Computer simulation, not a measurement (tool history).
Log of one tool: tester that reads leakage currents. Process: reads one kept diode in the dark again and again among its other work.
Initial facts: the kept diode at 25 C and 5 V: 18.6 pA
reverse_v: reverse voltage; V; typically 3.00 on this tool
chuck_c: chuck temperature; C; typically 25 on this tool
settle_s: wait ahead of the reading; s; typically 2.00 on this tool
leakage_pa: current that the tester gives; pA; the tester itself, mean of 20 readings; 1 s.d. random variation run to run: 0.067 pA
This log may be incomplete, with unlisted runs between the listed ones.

run	hour	reverse_v	chuck_c	settle_s	leakage_pa
1	0.0	3.00	25	2.00	15.24
2	105.9	3.00	25	2.00	15.26
# hour 143.1: chuck's temperature calibrated
3	250.2	3.00	25	0.73	17.44
4	384.0	3.00	25	0.73	17.52
5	480.1	3.00	25	2.00	16.77
6	653.5	3.00	25	2.00	16.95
7	747.8	3.14	25	2.00	17.39
8	913.8	3.14	25	2.00	17.19
9	1013.0	3.14	25	2.00	17.13
10	1115.8	3.00	25	2.00	16.89
11	1279.3	3.00	25	2.00	16.86
12	1372.4	2.16	25	2.00	14.08
13	1531.5	2.16	25	2.00	13.97
14	1636.7	8.20	28	9.88	36.95
15	1798.0	8.20	28	9.88	37.00
16	1883.6	8.20	28	9.88	37.08
17	2037.7	3.08	28	5.90	21.89
18	2169.1	3.00	39	1.39	54.23
19	2287.7	6.73	26	0.80	30.56
# hour 2350.7: chuck's temperature calibrated
20	2428.1	6.73	26	0.80	32.18
21	2506.9	3.00	26	0.97	20.01
22	2671.4	3.00	26	0.97	19.90
23	2823.2	3.00	26	0.97	19.93
# hour 2873.0: probe card cleaned and baked
24	2966.9	9.36	29	2.17	37.98

Consider 4 possible next runs. They are alternatives, not a sequence: every one starts from the tool as it was left by run 24. What does each give?
A	3062.4	16.96	25	4.71	?
B	3062.4	10.36	26	2.17	?
C	3062.4	3.54	33	0.66	?
D	3062.4	3.00	25	2.07	?

run	leakage_pa
A	34.73
B	30.51
C	35.00
D	15.19
Without the tool's unlogged condition, the same runs would have read:
run	leakage_pa
A	34.15
B	30.17
C	34.92
D	15.11
